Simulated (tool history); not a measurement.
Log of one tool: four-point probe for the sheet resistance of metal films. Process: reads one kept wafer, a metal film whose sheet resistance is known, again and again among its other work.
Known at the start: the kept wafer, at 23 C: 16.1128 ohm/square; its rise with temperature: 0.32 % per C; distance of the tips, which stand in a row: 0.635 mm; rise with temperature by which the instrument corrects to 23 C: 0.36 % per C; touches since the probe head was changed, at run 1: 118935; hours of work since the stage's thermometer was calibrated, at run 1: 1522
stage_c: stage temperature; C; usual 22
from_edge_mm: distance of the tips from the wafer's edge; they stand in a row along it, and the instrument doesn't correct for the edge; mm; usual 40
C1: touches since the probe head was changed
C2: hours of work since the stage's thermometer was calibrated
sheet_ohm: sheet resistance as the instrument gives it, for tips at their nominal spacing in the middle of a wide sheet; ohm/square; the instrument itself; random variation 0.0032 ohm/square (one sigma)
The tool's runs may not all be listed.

{"run": 1, "hour": 0.0, "stage_c": 22, "from_edge_mm": 40, "C1": 118935, "C2": 1522, "sheet_ohm": 16.006504}
{"run": 2, "hour": 63.1, "stage_c": 22, "from_edge_mm": 40, "C1": 123169, "C2": 1572, "sheet_ohm": 16.003161}
{"run": 3, "hour": 125.3, "stage_c": 22, "from_edge_mm": 40, "C1": 127346, "C2": 1622, "sheet_ohm": 15.998053}
{"run": 4, "hour": 217.7, "stage_c": 22, "from_edge_mm": 40, "C1": 133550, "C2": 1695, "sheet_ohm": 16.003166}
{"run": 5, "hour": 324.3, "stage_c": 22, "from_edge_mm": 40, "C1": 140707, "C2": 1780, "sheet_ohm": 15.989697}
{"run": 6, "hour": 445.3, "stage_c": 22, "from_edge_mm": 40, "C1": 148836, "C2": 1876, "sheet_ohm": 15.981352}
{"run": 7, "hour": 548.8, "stage_c": 28, "from_edge_mm": 40, "C1": 155780, "C2": 1959, "sheet_ohm": 15.929984}
{"run": 8, "hour": 655.2, "stage_c": 28, "from_edge_mm": 40, "C1": 162926, "C2": 2043, "sheet_ohm": 15.929415}
{"run": 9, "hour": 762.5, "stage_c": 22, "from_edge_mm": 40, "C1": 170134, "C2": 2129, "sheet_ohm": 15.959043}
{"hour": 828.1, "done": "stage's thermometer calibrated"}
{"run": 10, "hour": 843.7, "stage_c": 22, "from_edge_mm": 40, "C1": 175548, "C2": 12, "sheet_ohm": 15.965075}
{"run": 11, "hour": 970.5, "stage_c": 22, "from_edge_mm": 40, "C1": 184061, "C2": 113, "sheet_ohm": 15.958191}
{"run": 12, "hour": 1055.5, "stage_c": 22, "from_edge_mm": 14, "C1": 189768, "C2": 181, "sheet_ohm": 15.963305}
{"hour": 1150.3, "done": "new probe head fitted"}
{"run": 13, "hour": 1168.4, "stage_c": 22, "from_edge_mm": 9, "C1": 1219, "C2": 270, "sheet_ohm": 16.178955}
{"run": 14, "hour": 1285.4, "stage_c": 22, "from_edge_mm": 7, "C1": 9073, "C2": 363, "sheet_ohm": 16.201922}
{"run": 15, "hour": 1353.6, "stage_c": 22, "from_edge_mm": 7, "C1": 13654, "C2": 417, "sheet_ohm": 16.193571}
{"hour": 1366.3, "done": "stage's thermometer calibrated, once more"}
{"run": 16, "hour": 1468.2, "stage_c": 22, "from_edge_mm": 40, "C1": 21316, "C2": 81, "sheet_ohm": 16.082779}
{"run": 17, "hour": 1536.3, "stage_c": 19, "from_edge_mm": 40, "C1": 25884, "C2": 135, "sheet_ohm": 16.099432}
{"run": 18, "hour": 1642.4, "stage_c": 19, "from_edge_mm": 40, "C1": 33011, "C2": 220, "sheet_ohm": 16.094126}
{"run": 19, "hour": 1781.2, "stage_c": 19, "from_edge_mm": 40, "C1": 42330, "C2": 330, "sheet_ohm": 16.080252}
{"run": 20, "hour": 1871.6, "stage_c": 19, "from_edge_mm": 40, "C1": 48402, "C2": 402, "sheet_ohm": 16.078803}
{"run": 21, "hour": 1987.9, "stage_c": 20, "from_edge_mm": 40, "C1": 56208, "C2": 494, "sheet_ohm": 16.065986}
{"run": 22, "hour": 2122.3, "stage_c": 22, "from_edge_mm": 41, "C1": 65232, "C2": 601, "sheet_ohm": 16.045949}
{"run": 23, "hour": 2239.9, "stage_c": 22, "from_edge_mm": 6, "C1": 73126, "C2": 695, "sheet_ohm": 16.137902}
{"run": 24, "hour": 2357.9, "stage_c": 25, "from_edge_mm": 15, "C1": 81051, "C2": 789, "sheet_ohm": 16.027129}
{"run": 25, "hour": 2449.9, "stage_c": 22, "from_edge_mm": 59, "C1": 87226, "C2": 862, "sheet_ohm": 16.031972}
{"run": 26, "hour": 2588.2, "stage_c": 30, "from_edge_mm": 15, "C1": 96517, "C2": 972, "sheet_ohm": 15.985656}
{"run": 27, "hour": 2652.7, "stage_c": 19, "from_edge_mm": 71, "C1": 100844, "C2": 1023, "sheet_ohm": 16.035974}
{"run": 28, "hour": 2777.7, "stage_c": 19, "from_edge_mm": 71, "C1": 109236, "C2": 1123, "sheet_ohm": 16.028303}
{"run": 29, "hour": 2845.0, "stage_c": 19, "from_edge_mm": 3, "C1": 113757, "C2": 1176, "sheet_ohm": 16.406185}
{"run": 30, "hour": 2908.0, "stage_c": 19, "from_edge_mm": 3, "C1": 117987, "C2": 1226, "sheet_ohm": 16.398533}
{"run": 31, "hour": 2973.7, "stage_c": 18, "from_edge_mm": 24, "C1": 122396, "C2": 1279, "sheet_ohm": 16.03039}
{"run": 32, "hour": 3087.6, "stage_c": 18, "from_edge_mm": 24, "C1": 130045, "C2": 1369, "sheet_ohm": 16.021873}
{"run": 33, "hour": 3187.9, "stage_c": 18, "from_edge_mm": 24, "C1": 136782, "C2": 1449, "sheet_ohm": 16.018312}
{"run": 34, "hour": 3274.8, "stage_c": 25, "from_edge_mm": 3, "C1": 142613, "C2": 1518, "sheet_ohm": 16.337292}
{"run": 35, "hour": 3354.6, "stage_c": 27, "from_edge_mm": 68, "C1": 147972, "C2": 1581, "sheet_ohm": 15.942438}
{"run": 36, "hour": 3489.3, "stage_c": 27, "from_edge_mm": 10, "C1": 157018, "C2": 1689, "sheet_ohm": 15.976722}
{"run": 37, "hour": 3614.1, "stage_c": 27, "from_edge_mm": 10, "C1": 165393, "C2": 1788, "sheet_ohm": 15.967574}
{"run": 38, "hour": 3732.0, "stage_c": 27, "from_edge_mm": 10, "C1": 173312, "C2": 1882, "sheet_ohm": 15.957111}
{"run": 39, "hour": 3796.0, "stage_c": 24, "from_edge_mm": 73, "C1": 177609, "C2": 1933, "sheet_ohm": 15.934909}
{"run": 40, "hour": 3903.4, "stage_c": 28, "from_edge_mm": 48, "C1": 184822, "C2": 2018, "sheet_ohm": 15.908598}
{"run": 41, "hour": 4042.0, "stage_c": 31, "from_edge_mm": 14, "C1": 194125, "C2": 2128, "sheet_ohm": 15.892143}
{"hour": 4070.4, "done": "new probe head fitted"}
{"hour": 4107.5, "done": "stage's thermometer calibrated"}
{"run": 42, "hour": 4148.6, "stage_c": 18, "from_edge_mm": 4, "C1": 5219, "C2": 33, "sheet_ohm": 16.391923}
{"run": 43, "hour": 4264.1, "stage_c": 22, "from_edge_mm": 54, "C1": 12969, "C2": 125, "sheet_ohm": 16.1451}

The next listed run, before its measurement:
{"run": 44, "hour": 4350.2, "stage_c": 22, "from_edge_mm": 54, "C1": 18751, "C2": 193, "sheet_ohm": "?"}

Run 44 gave sheet_ohm 16.141459 ohm/square.
Without the tool's hidden state the same run would have given sheet_ohm 16.124156 ohm/square.
